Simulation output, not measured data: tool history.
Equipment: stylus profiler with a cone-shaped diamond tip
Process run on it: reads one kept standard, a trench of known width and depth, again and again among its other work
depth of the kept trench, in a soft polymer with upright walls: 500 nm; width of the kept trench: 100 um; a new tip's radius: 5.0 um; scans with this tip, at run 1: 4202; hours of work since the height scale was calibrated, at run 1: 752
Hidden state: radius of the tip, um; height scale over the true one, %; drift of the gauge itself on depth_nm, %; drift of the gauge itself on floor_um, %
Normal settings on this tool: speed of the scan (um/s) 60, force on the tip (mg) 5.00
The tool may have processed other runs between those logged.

run	hour	speed of the scan (um/s)	force on the tip (mg)	scans with this tip	hours of work since the height scale was calibrated	depth of the trench (Å)	width of the trench's floor (µm)
1	0.0	60	5.00	4202	752	5114.4	94.88
2	31.5	60	5.00	4342	777	5116.8	94.88
3	58.6	34	5.00	4464	799	5115.7	94.89
4	79.3	34	5.00	4556	815	5118.4	94.89
5	111.9	60	2.03	4701	841	5072.7	94.73
6	151.6	60	2.03	4879	873	5073.9	94.71
7	174.2	60	2.98	4979	891	5087.9	94.75
8	204.2	60	2.98	5113	915	5091.1	94.72
9	226.5	60	5.00	5213	933	5120.1	94.73
10	256.0	60	5.00	5344	956	5119.9	94.73
11	285.3	33	5.00	5475	980	5121.8	94.72
12	312.3	33	5.00	5595	1001	5121.3	94.75
13	342.5	60	5.00	5730	1025	5121.4	94.69
14	368.4	31	5.00	5846	1046	5122.0	94.79
15	413.9	31	5.00	6049	1082	5121.0	94.68
16	444.0	31	5.00	6183	1106	5124.0	94.73
# hour 448.4: height scale calibrated on a step standard
17	479.3	60	4.61	6338	25	5128.6	94.60
18	520.9	60	12.86	6524	58	5218.4	94.66
# hour 531.8: height scale calibrated on a step standard, once more
19	548.6	60	5.00	6645	13	5100.7	94.54
20	575.2	101	5.00	6764	35	5104.3	94.46
21	603.9	101	5.00	6892	58	5104.8	94.43
22	629.3	101	5.00	7005	78	5102.0	94.46
23	673.7	101	5.00	7203	113	5100.3	94.46
24	694.8	101	8.41	7297	130	5142.7	94.44
25	740.8	101	8.41	7502	167	5144.4	94.40
26	784.9	30	4.41	7699	202	5098.7	94.54
27	817.8	234	8.71	7846	228	5149.7	94.19
28	841.8	147	1.87	7953	248	5060.4	94.09
29	873.2	25	10.92	8093	273	5172.2	94.49
30	918.1	17	5.00	8293	308	5107.0	94.47
31	947.5	17	2.78	8425	332	5073.0	94.46
32	974.6	224	1.97	8546	354	5063.0	93.77
33	1001.6	224	2.98	8666	375	5077.5	93.93
34	1025.8	224	12.10	8774	394	5184.5	94.17
35	1046.4	224	12.10	8866	411	5188.4	94.20
36	1087.3	224	12.10	9049	444	5188.2	94.12
37	1129.4	232	14.02	9236	477	5211.1	94.15
38	1157.5	25	3.01	9362	500	5081.8	94.31
39	1201.9	25	3.01	9560	535	5082.7	94.28
40	1222.3	25	3.01	9651	551	5082.3	94.26
41	1250.2	27	2.41	9775	574	5071.0	94.25
42	1287.1	29	9.23	9940	603	5160.2	94.28
43	1320.0	16	5.00	10086	629	5111.8	94.25
44	1353.4	25	1.71	10236	656	5062.4	94.22
45	1387.2	199	5.34	10386	683	5114.6	93.87
46	1425.5	48	5.34	10557	714	5117.4	94.10
47	1471.1	48	5.34	10761	750	5119.0	94.08

Below are 3 alternative next runs, each starting from the tool's condition after run 47. Predict each:
A	1494.0	64	12.79	10863	768	?	?
B	1494.0	60	2.50	10863	768	?	?
C	1494.0	49	6.77	10863	768	?	?

run	depth of the trench (Å)	width of the trench's floor (µm)
A	5199.9	94.15
B	5078.4	94.06
C	5140.6	94.18
Had the tool no hidden state, the same runs would have come out as:
run	depth of the trench (Å)	width of the trench's floor (µm)
A	5182.4	95.56
B	5061.4	95.47
C	5123.4	95.58
